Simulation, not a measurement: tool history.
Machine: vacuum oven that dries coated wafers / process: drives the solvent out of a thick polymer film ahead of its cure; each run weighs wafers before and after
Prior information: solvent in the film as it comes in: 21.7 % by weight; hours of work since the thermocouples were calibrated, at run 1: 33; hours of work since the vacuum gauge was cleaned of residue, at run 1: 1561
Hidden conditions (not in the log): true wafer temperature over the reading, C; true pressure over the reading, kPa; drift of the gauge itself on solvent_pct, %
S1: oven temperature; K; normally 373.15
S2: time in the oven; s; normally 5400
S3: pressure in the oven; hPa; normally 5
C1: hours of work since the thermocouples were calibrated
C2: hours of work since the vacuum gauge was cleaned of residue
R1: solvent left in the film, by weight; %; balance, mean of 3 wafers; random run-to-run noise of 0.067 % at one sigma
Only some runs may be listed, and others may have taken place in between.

run 1 hour=0 | S1=373.15 S2=5400 S3=5 | C1=33 C2=1561 | R1=4.61
run 2 hour=59 | S1=384.15 S2=5400 S3=5 | C1=73 C2=1600 | R1=1.82
run 3 hour=120.4 | S1=369.15 S2=5400 S3=5 | C1=114 C2=1641 | R1=5.78
run 4 hour=183.4 | S1=373.15 S2=5400 S3=5 | C1=156 C2=1683 | R1=4.52
run 5 hour=246.9 | S1=373.15 S2=5400 S3=5 | C1=198 C2=1726 | R1=4.52
run 6 hour=278.8 | S1=373.15 S2=5400 S3=12.91 | C1=219 C2=1747 | R1=4.67
run 7 hour=329.4 | S1=373.15 S2=5400 S3=12.91 | C1=253 C2=1781 | R1=4.88
run 8 hour=399.2 | S1=373.15 S2=5400 S3=10.49 | C1=300 C2=1827 | R1=4.76
run 9 hour=465.4 | S1=373.15 S2=5400 S3=10.49 | C1=344 C2=1871 | R1=4.78
run 10 hour=510.2 | S1=373.15 S2=5400 S3=4.84 | C1=374 C2=1901 | R1=4.48
run 11 hour=571.6 | S1=373.15 S2=5400 S3=4.84 | C1=415 C2=1942 | R1=4.59
run 12 hour=602.9 | S1=373.15 S2=5400 S3=4.84 | C1=436 C2=1963 | R1=4.56
run 13 hour=632.6 | S1=373.15 S2=5400 S3=4.84 | C1=455 C2=1983 | R1=4.46
run 14 hour=693.4 | S1=373.15 S2=5400 S3=4.84 | C1=496 C2=2023 | R1=4.6
run 15 hour=755.6 | S1=373.15 S2=5400 S3=4.84 | C1=537 C2=2065 | R1=4.52
run 16 hour=798.4 | S1=373.15 S2=5400 S3=4.84 | C1=566 C2=2093 | R1=4.61
run 17 hour=865 | S1=373.15 S2=5400 S3=5 | C1=610 C2=2138 | R1=4.63
run 18 hour=920.2 | S1=373.15 S2=5400 S3=2.78 | C1=647 C2=2175 | R1=4.57
run 19 hour=958.7 | S1=373.15 S2=5400 S3=2.78 | C1=673 C2=2200 | R1=4.42
run 20 hour=1010.9 | S1=373.15 S2=5400 S3=2.78 | C1=708 C2=2235 | R1=4.43
run 21 hour=1082.5 | S1=373.15 S2=5400 S3=2.78 | C1=755 C2=2283 | R1=4.51
run 22 hour=1118.7 | S1=373.15 S2=5400 S3=2.78 | C1=780 C2=2307 | R1=4.43
run 23 hour=1152.1 | S1=373.15 S2=5640 S3=2.78 | C1=802 C2=2329 | R1=4.28
run 24 hour=1186.4 | S1=359.15 S2=5400 S3=5 | C1=825 C2=2352 | R1=9.25
run 25 hour=1224.9 | S1=359.15 S2=5400 S3=5 | C1=850 C2=2378 | R1=9.02
run 26 hour=1274.6 | S1=373.15 S2=5400 S3=14.78 | C1=884 C2=2411 | R1=5.05
run 27 hour=1313.1 | S1=373.15 S2=5400 S3=14.78 | C1=909 C2=2437 | R1=4.91
run 28 hour=1366.6 | S1=373.15 S2=5400 S3=14.78 | C1=945 C2=2472 | R1=5
run 29 hour=1435.8 | S1=373.15 S2=4620 S3=8.23 | C1=991 C2=2519 | R1=5.62
-- hour=1458.8 oven's thermocouples calibrated
run 30 hour=1489.3 | S1=386.15 S2=3120 S3=3.08 | C1=20 C2=2553 | R1=4.12
-- hour=1552.4 vacuum gauge cleaned of residue and calibrated
run 31 hour=1560.9 | S1=370.15 S2=3840 S3=5 | C1=67 C2=6 | R1=7.3
run 32 hour=1602 | S1=370.15 S2=3840 S3=5 | C1=95 C2=33 | R1=7.68
run 33 hour=1642.9 | S1=370.15 S2=3840 S3=5 | C1=122 C2=60 | R1=7.58
run 34 hour=1702 | S1=369.15 S2=6840 S3=5.22 | C1=161 C2=100 | R1=4.38
run 35 hour=1737.9 | S1=364.15 S2=6840 S3=2.62 | C1=185 C2=124 | R1=5.8
run 36 hour=1791.7 | S1=371.15 S2=6600 S3=5 | C1=221 C2=160 | R1=4
run 37 hour=1822.6 | S1=376.15 S2=5400 S3=5 | C1=242 C2=180 | R1=3.67
run 38 hour=1853.8 | S1=373.15 S2=7920 S3=5 | C1=262 C2=201 | R1=2.48
run 39 hour=1926 | S1=373.15 S2=7920 S3=5 | C1=311 C2=249 | R1=2.53
run 40 hour=1962 | S1=373.15 S2=4260 S3=5 | C1=335 C2=273 | R1=6
run 41 hour=2028.5 | S1=367.15 S2=5160 S3=11.46 | C1=379 C2=318 | R1=6.76
run 42 hour=2078.2 | S1=373.15 S2=5400 S3=2.65 | C1=412 C2=351 | R1=4.55
run 43 hour=2134.2 | S1=373.15 S2=5400 S3=5.52 | C1=450 C2=388 | R1=4.51
run 44 hour=2177.2 | S1=381.15 S2=4200 S3=10.71 | C1=478 C2=417 | R1=3.84
run 45 hour=2226.4 | S1=383.15 S2=6540 S3=4.36 | C1=511 C2=450 | R1=1.39
run 46 hour=2298.8 | S1=373.15 S2=6540 S3=4.13 | C1=559 C2=498 | R1=3.38
run 47 hour=2348 | S1=387.15 S2=8160 S3=12.19 | C1=592 C2=531 | R1=0.7
run 48 hour=2405.7 | S1=387.15 S2=6600 S3=10.2 | C1=631 C2=569 | R1=0.94

Forecast each of these 3 alternatives for the next run:
run A hour=2471.1 | S1=375.15 S2=6660 S3=4.7 | C1=674 C2=613 | R1=?
run B hour=2471.1 | S1=362.15 S2=4860 S3=6.49 | C1=674 C2=613 | R1=?
run C hour=2471.1 | S1=387.15 S2=3780 S3=6.51 | C1=674 C2=613 | R1=?

run=A R1=2.79
run=B R1=8.71
run=C R1=2.9
With the hidden condition removed and each run's random variation left untouched, the same runs would have given:
run=A R1=2.77
run=B R1=8.68
run=C R1=2.88
